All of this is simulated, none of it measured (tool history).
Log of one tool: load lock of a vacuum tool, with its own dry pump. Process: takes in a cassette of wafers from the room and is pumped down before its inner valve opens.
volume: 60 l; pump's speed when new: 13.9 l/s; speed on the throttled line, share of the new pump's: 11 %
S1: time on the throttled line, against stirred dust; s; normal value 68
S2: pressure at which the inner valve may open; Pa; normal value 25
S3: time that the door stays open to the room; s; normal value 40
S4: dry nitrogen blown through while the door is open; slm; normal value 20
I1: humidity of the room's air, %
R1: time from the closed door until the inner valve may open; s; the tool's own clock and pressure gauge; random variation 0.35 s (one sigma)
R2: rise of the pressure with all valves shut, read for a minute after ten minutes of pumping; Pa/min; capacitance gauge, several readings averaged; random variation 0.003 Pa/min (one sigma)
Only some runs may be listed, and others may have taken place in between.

{"run": 1, "hour": 0.0, "S1": 68, "S2": 25, "S3": 40, "S4": 20, "I1": 43.3, "R1": 96.9, "R2": 0.146}
{"run": 2, "hour": 83.9, "S1": 68, "S2": 25, "S3": 40, "S4": 20, "I1": 44.5, "R1": 97.3, "R2": 0.157}
{"run": 3, "hour": 169.1, "S1": 68, "S2": 25, "S3": 40, "S4": 24, "I1": 45.4, "R1": 97.3, "R2": 0.163}
{"run": 4, "hour": 235.3, "S1": 68, "S2": 25, "S3": 40, "S4": 24, "I1": 48.3, "R1": 97.2, "R2": 0.17}
{"run": 5, "hour": 325.4, "S1": 68, "S2": 25, "S3": 40, "S4": 24, "I1": 48.2, "R1": 97.5, "R2": 0.17}
{"run": 6, "hour": 400.5, "S1": 68, "S2": 25, "S3": 148, "S4": 24, "I1": 49.1, "R1": 97.3, "R2": 0.196}
{"run": 7, "hour": 476.7, "S1": 68, "S2": 25, "S3": 148, "S4": 24, "I1": 47.2, "R1": 97.7, "R2": 0.202}
{"run": 8, "hour": 526.0, "S1": 68, "S2": 25, "S3": 148, "S4": 24, "I1": 42.6, "R1": 97.8, "R2": 0.2}
{"run": 9, "hour": 599.5, "S1": 68, "S2": 25, "S3": 148, "S4": 24, "I1": 46.7, "R1": 97.7, "R2": 0.215}
{"run": 10, "hour": 648.8, "S1": 68, "S2": 25, "S3": 177, "S4": 20, "I1": 43.3, "R1": 97.2, "R2": 0.214}
{"run": 11, "hour": 705.3, "S1": 68, "S2": 25, "S3": 40, "S4": 6, "I1": 46.2, "R1": 97.2, "R2": 0.213}
{"run": 12, "hour": 787.7, "S1": 69, "S2": 38, "S3": 40, "S4": 16, "I1": 45.4, "R1": 96.9, "R2": 0.215}
{"run": 13, "hour": 889.3, "S1": 37, "S2": 32, "S3": 57, "S4": 34, "I1": 44.3, "R1": 69, "R2": 0.224}
{"run": 14, "hour": 936.8, "S1": 39, "S2": 31, "S3": 77, "S4": 8, "I1": 45.9, "R1": 71.2, "R2": 0.241}
{"run": 15, "hour": 986.6, "S1": 80, "S2": 30, "S3": 40, "S4": 20, "I1": 46.6, "R1": 107.1, "R2": 0.232}
{"run": 16, "hour": 1071.6, "S1": 80, "S2": 30, "S3": 40, "S4": 20, "I1": 46.6, "R1": 108, "R2": 0.239}
{"run": 17, "hour": 1176.8, "S1": 70, "S2": 28, "S3": 40, "S4": 20, "I1": 47.3, "R1": 99.1, "R2": 0.258}
{"run": 18, "hour": 1280.2, "S1": 70, "S2": 28, "S3": 40, "S4": 20, "I1": 44.3, "R1": 99.1, "R2": 0.266}
{"run": 19, "hour": 1380.9, "S1": 103, "S2": 25, "S3": 75, "S4": 20, "I1": 48.5, "R1": 128.6, "R2": 0.279}

Forecast each of these 4 alternatives for the next run:
{"run": "A", "hour": 1470.7, "S1": 68, "S2": 25, "S3": 44, "S4": 20, "I1": 44.9, "R1": "?", "R2": "?"}
{"run": "B", "hour": 1470.7, "S1": 103, "S2": 25, "S3": 125, "S4": 36, "I1": 45.8, "R1": "?", "R2": "?"}
{"run": "C", "hour": 1470.7, "S1": 68, "S2": 25, "S3": 87, "S4": 30, "I1": 45, "R1": "?", "R2": "?"}
{"run": "D", "hour": 1470.7, "S1": 68, "S2": 19, "S3": 105, "S4": 22, "I1": 47.6, "R1": "?", "R2": "?"}

run=A R1=98 R2=0.286
run=B R1=128.6 R2=0.293
run=C R1=97.8 R2=0.288
run=D R1=99.4 R2=0.296
With the hidden condition removed and each run's random variation left untouched, the same runs would have given:
run=A R1=96.6 R2=0.019
run=B R1=127.4 R2=0.025
run=C R1=96.4 R2=0.019
run=D R1=97.9 R2=0.032
